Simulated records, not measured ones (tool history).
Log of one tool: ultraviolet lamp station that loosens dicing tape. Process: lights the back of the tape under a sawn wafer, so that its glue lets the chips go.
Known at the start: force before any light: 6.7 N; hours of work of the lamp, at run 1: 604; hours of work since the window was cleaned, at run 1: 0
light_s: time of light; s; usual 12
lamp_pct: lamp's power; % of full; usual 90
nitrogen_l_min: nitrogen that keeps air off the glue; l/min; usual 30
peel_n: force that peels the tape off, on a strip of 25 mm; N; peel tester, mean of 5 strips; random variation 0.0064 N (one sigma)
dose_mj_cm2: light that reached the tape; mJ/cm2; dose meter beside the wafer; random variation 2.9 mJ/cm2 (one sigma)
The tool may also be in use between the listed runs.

run	day	light_s	lamp_pct	nitrogen_l_min	hours of work of the lamp	hours of work since the window was cleaned	peel_n	dose_mj_cm2
1	0.000	12	90	30	604	0	0.227	386
2	2.317	12	90	30	634	30	0.262	379
3	5.442	12	90	30	675	71	0.274	364
4	7.875	12	90	30	707	103	0.283	355
5	11.512	12	90	30	755	151	0.315	349
6	15.071	12	89	30	801	198	0.361	334
7	16.833	12	89	30	825	221	0.352	329
8	20.412	6	90	30	871	268	1.452	162
9	22.254	6	90	30	896	292	1.514	156
10	24.038	6	90	30	919	315	1.595	154
# day 26.225: window cleaned of glue's vapour
11	26.917	6	90	30	956	9	1.214	182
12	29.158	6	90	30	986	38	1.245	179
13	32.688	6	90	38	1032	85	1.217	178
14	34.596	6	90	38	1057	110	1.235	171
15	37.567	6	90	38	1096	149	1.267	167
16	39.142	6	90	38	1117	169	1.346	163
17	40.867	12	90	30	1139	192	0.388	327
18	42.825	12	90	30	1165	218	0.390	312
19	45.250	12	90	30	1197	249	0.415	306
20	47.871	12	95	30	1231	284	0.394	314
21	50.354	12	95	30	1264	316	0.402	311
# day 52.342: window cleaned of glue's vapour
22	53.104	12	95	30	1299	10	0.272	367
23	54.600	12	92	26	1319	30	0.327	352
24	56.088	15	76	21	1339	49	0.364	361
25	57.879	9	78	15	1362	73	1.251	217
26	60.646	19	63	40	1398	109	0.241	357
27	62.212	13	61	40	1419	129	0.669	236
28	64.325	13	61	40	1447	157	0.650	234
29	67.704	6	89	25	1491	201	1.726	152
30	69.392	6	89	25	1513	223	1.784	151
31	72.425	8	90	17	1553	263	1.348	194
32	73.979	22	61	30	1573	284	0.303	362
33	76.183	9	97	50	1602	313	0.633	230
# day 78.479: window cleaned of glue's vapour
34	78.954	12	90	52	1638	6	0.273	332
35	81.508	12	90	52	1672	40	0.268	326
# day 85.008: lamp changed
36	85.142	12	80	16	2	87	0.465	349

The next listed run, before its measurement:
37	88.071	12	64	18	40	125	?	?

peel_n: 0.757 N
dose_mj_cm2: 273 mJ/cm2
Without the tool's hidden state the same run would have given peel_n 0.631 N, dose_mj_cm2 298 mJ/cm2.

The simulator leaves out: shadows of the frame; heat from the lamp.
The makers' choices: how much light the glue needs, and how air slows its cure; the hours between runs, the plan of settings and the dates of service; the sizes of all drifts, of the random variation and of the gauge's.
